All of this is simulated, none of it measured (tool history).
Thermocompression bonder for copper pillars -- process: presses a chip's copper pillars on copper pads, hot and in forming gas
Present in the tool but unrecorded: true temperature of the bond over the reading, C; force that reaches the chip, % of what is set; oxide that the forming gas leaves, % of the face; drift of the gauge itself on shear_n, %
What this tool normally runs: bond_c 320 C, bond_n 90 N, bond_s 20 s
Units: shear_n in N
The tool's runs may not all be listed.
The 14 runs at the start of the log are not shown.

run   hour  bond_c  bond_n  bond_s  hours of work since the heater was calibrated  hours of work since the force cell was calibrated  hours of work since the gas filter was changed  shear_n
 15  128.7     320      90      20                                            271                                                294                                              86     40.7
 16  135.4     320      90      20                                            275                                                299                                              90     40.7
 17  146.6     320      90      20                                            283                                                306                                              98     40.0
 18  158.4     320      90      20                                            291                                                314                                             106     40.0
     162.1  -- forming gas filter changed
 19  170.0     320      90      20                                            298                                                322                                               5     42.1
 20  178.4     320      91      20                                            304                                                327                                              11     42.2
 21  186.9     291      72      12                                            309                                                333                                              17     21.9
 22  194.9     320      62      11                                            315                                                338                                              22     26.4
     197.4  -- force cell calibrated
 23  205.5     343     108      18                                            321                                                  5                                              28     53.0
 24  213.9     300     106      11                                            326                                                 11                                              34     28.8
 25  223.4     302      60      19                                            333                                                 17                                              40     27.2
 26  231.8     298      80      11                                            338                                                 23                                              45     23.8
 27  240.2     330     115      15                                            344                                                 29                                              51     45.7
 28  250.6     319      62      34                                            351                                                 35                                              58     41.2
 29  256.8     338      64      57                                            355                                                 40                                              62     59.6
 30  266.5     338      64      57                                            362                                                 46                                              69     59.9
 31  272.6     320      85      10                                            366                                                 50                                              73     29.6
     276.9  -- force cell calibrated, once more
 32  281.3     320      85      10                                            370                                                  3                                              77     28.9
 33  290.5     344     100      53                                            377                                                  9                                              84     70.5
 34  299.5     320      90      13                                            383                                                 15                                              90     33.1
 35  305.7     330     103      34                                            387                                                 19                                              94     56.0
 36  316.2     330     103      15                                            394                                                 26                                             101     41.3

Run 37 is up next; what results do you expect?
     327.2  -- forming gas filter changed
 37  328.0     330     103      15                                            401                                                 34                                               1        ?

Run 37 came out at shear_n 43.2 N.
Were there no unlogged condition in the tool, this run, its random variation unchanged, would have produced shear_n 44.4 N.
